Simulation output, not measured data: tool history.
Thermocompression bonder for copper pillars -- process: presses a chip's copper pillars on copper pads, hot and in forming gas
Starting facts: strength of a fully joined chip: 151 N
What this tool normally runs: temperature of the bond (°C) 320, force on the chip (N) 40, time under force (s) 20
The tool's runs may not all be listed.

run	hour	temperature of the bond (°C)	force on the chip (N)	time under force (s)	force that shears a chip off (N)
1	0	320	40	20	72.5
2	23.4	320	40	20	72.1
3	54.6	320	40	20	71.6
4	73.5	320	40	20	71.9
5	112.5	320	40	20	70.9
6	153.9	320	40	20	71.3
7	177.5	320	59	20	84.6
# hour 181.4: force cell calibrated
8	214.3	320	59	20	88.7
9	240.4	348	40	20	87.2
10	267.3	348	40	20	86.9
11	304.6	320	40	20	72.9
12	345.8	320	40	11	58.9
13	384.3	320	40	11	58.5
14	415.6	320	26	20	57.2
# hour 427: forming gas filter changed
15	439	320	26	20	63.3
16	480.1	320	28	20	65.5
17	501.9	320	40	36	94.9
18	541.2	341	40	20	89.2
19	562.3	341	40	25	94.2
20	602.2	341	40	25	94.6
21	645.3	341	40	25	95.8
22	677.2	320	34	20	70.8
23	705.6	320	57	17	86.7
24	725.6	320	57	17	86
25	763.6	309	33	17	59.8
26	783.3	309	46	23	79.6
27	811.2	308	32	20	61.7
28	834.6	320	36	47	94
29	869.8	309	40	47	91.6
30	899.5	293	32	13	45.5
# hour 907.3: heater calibrated with a thermocouple chip
31	932.5	293	32	13	42.3

Branching from run 31: 3 alternative next runs. What would each branch give?
A	960.8	332	36	34	?
B	960.8	342	36	27	?
C	960.8	332	38	53	?

run	force that shears a chip off (N)
A	86.3
B	84
C	99.1
Without the tool's unlogged condition, the same runs would have read:
run	force that shears a chip off (N)
A	94.8
B	92.1
C	108.4
